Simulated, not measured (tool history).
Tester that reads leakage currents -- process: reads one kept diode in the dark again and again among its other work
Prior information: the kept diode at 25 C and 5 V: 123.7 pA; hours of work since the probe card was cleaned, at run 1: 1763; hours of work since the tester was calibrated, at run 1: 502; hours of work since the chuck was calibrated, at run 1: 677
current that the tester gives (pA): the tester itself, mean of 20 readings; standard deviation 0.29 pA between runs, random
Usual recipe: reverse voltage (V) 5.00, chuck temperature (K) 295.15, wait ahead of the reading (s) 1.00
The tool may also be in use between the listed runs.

run	hour	reverse voltage (V)	chuck temperature (K)	wait ahead of the reading (s)	hours of work since the probe card was cleaned	hours of work since the tester was calibrated	hours of work since the chuck was calibrated	current that the tester gives (pA)
1	0.0	5.00	295.15	1.00	1763	502	677	120.31
2	33.6	5.00	295.15	1.00	1789	527	702	121.67
3	50.4	5.00	295.15	1.00	1801	540	715	122.23
4	76.4	5.00	326.15	1.00	1821	560	734	1737.53
5	96.1	5.00	295.15	1.00	1836	574	749	122.71
6	116.9	5.00	295.15	1.00	1851	590	765	123.51
# hour 134.3: chuck's temperature calibrated
7	152.7	5.00	295.15	1.00	1877	615	14	104.35
8	178.2	5.00	295.15	1.00	1896	635	33	104.38
9	205.5	5.00	331.15	1.00	1916	655	54	2227.76
10	224.3	8.40	317.15	5.54	1931	669	68	902.31
11	258.1	18.29	333.15	3.81	1956	695	93	4710.11
12	284.6	5.00	306.15	0.36	1976	715	113	283.64
13	310.0	5.00	306.15	0.36	1995	734	132	287.13
14	335.8	5.00	306.15	0.36	2015	753	152	287.37
15	353.3	1.08	295.15	5.18	2028	767	165	50.74
16	385.2	2.17	324.15	0.92	2052	791	189	907.87
17	404.5	5.00	295.15	0.43	2066	805	203	111.70
18	422.8	4.08	295.15	3.40	2080	819	217	97.61

Selected run-to-run steps in current that the tester gives (pA), each split into two signed amounts: the part the tool would show with no hidden state at all (from settings, incoming material and random variation), and the remainder, which goes to the hidden state together with any gauge scatter not common to the measured and the hidden-state-free results:
Unlogged tool condition in this case: stray current of the dirty probe card, pA a volt; current scale over the true one, %; true chuck temperature over the reading, C; drift of the gauge itself on leakage_pa, %.
Run 3 -> 4: chuck temperature (K) 295.15 -> 326.15. current that the tester gives (pA) +1615.30: hidden state +225.87, all else +1389.43.
Run 11 -> 12: reverse voltage (V) 18.29 -> 5.00, chuck temperature (K) 333.15 -> 306.15, wait ahead of the reading (s) 3.81 -> 0.36. current that the tester gives (pA) -4426.47: hidden state -90.21, all else -4336.26.
